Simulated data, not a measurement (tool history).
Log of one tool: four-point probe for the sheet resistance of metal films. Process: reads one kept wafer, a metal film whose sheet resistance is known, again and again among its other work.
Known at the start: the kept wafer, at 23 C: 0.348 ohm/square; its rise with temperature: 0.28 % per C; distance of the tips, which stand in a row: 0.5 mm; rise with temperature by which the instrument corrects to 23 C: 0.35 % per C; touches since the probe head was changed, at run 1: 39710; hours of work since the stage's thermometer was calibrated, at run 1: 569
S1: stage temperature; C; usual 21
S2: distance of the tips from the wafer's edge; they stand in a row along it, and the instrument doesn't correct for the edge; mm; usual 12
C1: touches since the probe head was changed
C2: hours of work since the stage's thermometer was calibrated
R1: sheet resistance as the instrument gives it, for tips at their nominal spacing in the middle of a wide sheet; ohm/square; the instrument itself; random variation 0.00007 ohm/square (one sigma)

Run 1, hour 0.0: usual settings; C1 39710; C2 569. Result: R1 0.344022 ohm/square.
Run 2, hour 79.0: usual settings; C1 43689; C2 626. Result: R1 0.343831 ohm/square.
Run 3, hour 122.6: usual settings; C1 45883; C2 657. Result: R1 0.343704 ohm/square.
Run 4, hour 199.0: usual settings; C1 49732; C2 712. Result: R1 0.343550 ohm/square.
Run 5, hour 256.9: usual settings but S1 28 C; C1 52648; C2 754. Result: R1 0.341672 ohm/square.
Run 6, hour 314.2: usual settings but S2 8 mm; C1 55533; C2 795. Result: R1 0.343691 ohm/square.
Run 7, hour 371.2: usual settings; C1 58406; C2 836. Result: R1 0.343002 ohm/square.
Run 8, hour 417.3: usual settings; C1 60729; C2 870. Result: R1 0.343091 ohm/square.
Run 9, hour 457.0: usual settings; C1 62729; C2 898. Result: R1 0.342958 ohm/square.
Run 10, hour 516.6: usual settings; C1 65729; C2 941. Result: R1 0.342845 ohm/square.
Run 11, hour 550.4: usual settings; C1 67431; C2 966. Result: R1 0.342774 ohm/square.
Run 12, hour 604.8: usual settings; C1 70170; C2 1005. Result: R1 0.342641 ohm/square.
Run 13, hour 685.0: usual settings; C1 74211; C2 1063. Result: R1 0.342477 ohm/square.
Run 14, hour 737.8: usual settings; C1 76872; C2 1101. Result: R1 0.342379 ohm/square.
Run 15, hour 807.3: usual settings; C1 80371; C2 1151. Result: R1 0.342008 ohm/square.
Run 16, hour 868.5: usual settings but S1 30 C; C1 83455; C2 1195. Result: R1 0.339764 ohm/square.
Run 17, hour 903.3: usual settings but S1 28 C, S2 34 mm; C1 85207; C2 1220. Result: R1 0.339933 ohm/square.
Run 18, hour 939.7: usual settings but S1 34 C, S2 32 mm; C1 87041; C2 1246. Result: R1 0.338332 ohm/square.
Run 19, hour 1007.2: usual settings but S1 34 C, S2 5 mm; C1 90439; C2 1295. Result: R1 0.339957 ohm/square.
Run 20, hour 1067.4: usual settings but S1 34 C, S2 5 mm; C1 93468; C2 1338. Result: R1 0.339898 ohm/square.
Run 21, hour 1099.6: usual settings but S1 34 C, S2 5 mm; C1 95091; C2 1362. Result: R1 0.339613 ohm/square.
Run 22, hour 1167.0: usual settings but S1 34 C, S2 5 mm; C1 98488; C2 1410. Result: R1 0.339626 ohm/square.
Run 23, hour 1204.4: usual settings but S1 34 C, S2 5 mm; C1 100368; C2 1437. Result: R1 0.339472 ohm/square.
Run 24, hour 1236.7: usual settings but S1 24 C, S2 28 mm; C1 101995; C2 1460. Result: R1 0.340074 ohm/square.
Run 25, hour 1279.0: usual settings but S1 24 C, S2 28 mm; C1 104125; C2 1491. Result: R1 0.340053 ohm/square.
Run 26, hour 1353.2: usual settings but S1 24 C, S2 69 mm; C1 107862; C2 1544. Result: R1 0.339773 ohm/square.
Run 27, hour 1404.2: usual settings but S1 23 C, S2 5 mm; C1 110432; C2 1581. Result: R1 0.341610 ohm/square.
Run 28, hour 1441.2: usual settings but S1 23 C, S2 5 mm; C1 112296; C2 1608. Result: R1 0.341619 ohm/square.
Run 29, hour 1519.4: usual settings but S2 13 mm; C1 116236; C2 1664. Result: R1 0.340399 ohm/square.
At hour 1532.1: new probe head fitted.
At hour 1532.6: stage's thermometer calibrated.
Run 30, hour 1586.2: usual settings but S1 25 C, S2 6 mm; C1 2700; C2 39. Result: R1 0.349706 ohm/square.
Run 31, hour 1632.2: usual settings but S1 25 C, S2 6 mm; C1 5017; C2 72. Result: R1 0.349581 ohm/square.

5 ways to go on from here, each from the tool as it stands after run 31. What would each give?
Run A, hour 1671.1: usual settings but S1 23 C, S2 8 mm; C1 6978; C2 100. Result: R1 ?.
Run B, hour 1671.1: usual settings but S1 28 C, S2 6 mm; C1 6978; C2 100. Result: R1 ?.
Run C, hour 1671.1: usual settings but S1 20 C, S2 6 mm; C1 6978; C2 100. Result: R1 ?.
Run D, hour 1671.1: usual settings but S1 26 C, S2 19 mm; C1 6978; C2 100. Result: R1 ?.
Run E, hour 1671.1: usual settings but S2 7 mm; C1 6978; C2 100. Result: R1 ?.

run        R1
  A  0.349373
  B  0.348757
  C  0.350817
  D  0.348088
  E  0.350250
Without the tool's hidden state the same runs would have given:
run        R1
  A  0.348612
  B  0.347998
  C  0.350053
  D  0.347330
  E  0.349487
